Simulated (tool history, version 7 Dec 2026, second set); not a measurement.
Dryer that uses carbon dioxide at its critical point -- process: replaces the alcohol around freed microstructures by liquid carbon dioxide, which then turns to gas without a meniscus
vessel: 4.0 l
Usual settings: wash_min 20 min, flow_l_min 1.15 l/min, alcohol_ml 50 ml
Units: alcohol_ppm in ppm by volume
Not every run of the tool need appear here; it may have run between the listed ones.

run 1 hour=0.0 | wash_min=20 flow_l_min=1.15 alcohol_ml=50 | alcohol_ppm=70
run 2 hour=9.0 | wash_min=20 flow_l_min=1.15 alcohol_ml=50 | alcohol_ppm=63
run 3 hour=19.1 | wash_min=20 flow_l_min=1.15 alcohol_ml=50 | alcohol_ppm=72
run 4 hour=33.0 | wash_min=20 flow_l_min=1.76 alcohol_ml=50 | alcohol_ppm=13
run 5 hour=50.2 | wash_min=20 flow_l_min=1.76 alcohol_ml=50 | alcohol_ppm=11
run 6 hour=69.0 | wash_min=20 flow_l_min=1.76 alcohol_ml=50 | alcohol_ppm=18
run 7 hour=84.6 | wash_min=20 flow_l_min=1.15 alcohol_ml=50 | alcohol_ppm=79
run 8 hour=101.0 | wash_min=20 flow_l_min=1.03 alcohol_ml=50 | alcohol_ppm=139
run 9 hour=109.7 | wash_min=20 flow_l_min=1.03 alcohol_ml=50 | alcohol_ppm=138
run 10 hour=125.5 | wash_min=20 flow_l_min=1.04 alcohol_ml=50 | alcohol_ppm=127
run 11 hour=135.8 | wash_min=20 flow_l_min=1.15 alcohol_ml=50 | alcohol_ppm=85
run 12 hour=144.2 | wash_min=20 flow_l_min=1.15 alcohol_ml=20 | alcohol_ppm=37
-- hour=163.2 inlet filter changed
run 13 hour=163.2 | wash_min=20 flow_l_min=0.90 alcohol_ml=50 | alcohol_ppm=159
run 14 hour=180.2 | wash_min=20 flow_l_min=0.90 alcohol_ml=50 | alcohol_ppm=163
run 15 hour=189.6 | wash_min=24 flow_l_min=0.80 alcohol_ml=28 | alcohol_ppm=69
run 16 hour=207.1 | wash_min=24 flow_l_min=0.80 alcohol_ml=28 | alcohol_ppm=79
run 17 hour=225.2 | wash_min=24 flow_l_min=0.80 alcohol_ml=28 | alcohol_ppm=75
run 18 hour=240.7 | wash_min=28 flow_l_min=0.99 alcohol_ml=50 | alcohol_ppm=32
run 19 hour=248.7 | wash_min=23 flow_l_min=1.55 alcohol_ml=32 | alcohol_ppm=23
run 20 hour=263.0 | wash_min=14 flow_l_min=0.95 alcohol_ml=50 | alcohol_ppm=520
run 21 hour=273.2 | wash_min=14 flow_l_min=0.95 alcohol_ml=50 | alcohol_ppm=513
run 22 hour=288.7 | wash_min=20 flow_l_min=1.00 alcohol_ml=86 | alcohol_ppm=196
run 23 hour=296.5 | wash_min=20 flow_l_min=1.15 alcohol_ml=23 | alcohol_ppm=49
run 24 hour=309.1 | wash_min=29 flow_l_min=1.15 alcohol_ml=23 | alcohol_ppm=19
run 25 hour=317.7 | wash_min=19 flow_l_min=1.51 alcohol_ml=30 | alcohol_ppm=29
run 26 hour=334.9 | wash_min=19 flow_l_min=1.51 alcohol_ml=30 | alcohol_ppm=27
run 27 hour=350.1 | wash_min=19 flow_l_min=1.51 alcohol_ml=30 | alcohol_ppm=24

What if the next run were any one of these 5? Each begins from the tool's condition after run 27:
run A hour=367.3 | wash_min=19 flow_l_min=1.51 alcohol_ml=112 | alcohol_ppm=?
run B hour=367.3 | wash_min=20 flow_l_min=1.15 alcohol_ml=113 | alcohol_ppm=?
run C hour=367.3 | wash_min=13 flow_l_min=0.79 alcohol_ml=27 | alcohol_ppm=?
run D hour=367.3 | wash_min=26 flow_l_min=0.74 alcohol_ml=50 | alcohol_ppm=?
run E hour=367.3 | wash_min=14 flow_l_min=1.51 alcohol_ml=59 | alcohol_ppm=?

run=A alcohol_ppm=50
run=B alcohol_ppm=146
run=C alcohol_ppm=593
run=D alcohol_ppm=146
run=E alcohol_ppm=133
Had the tool no hidden state, the same runs would have come out as:
run=A alcohol_ppm=29
run=B alcohol_ppm=111
run=C alcohol_ppm=533
run=D alcohol_ppm=113
run=E alcohol_ppm=102
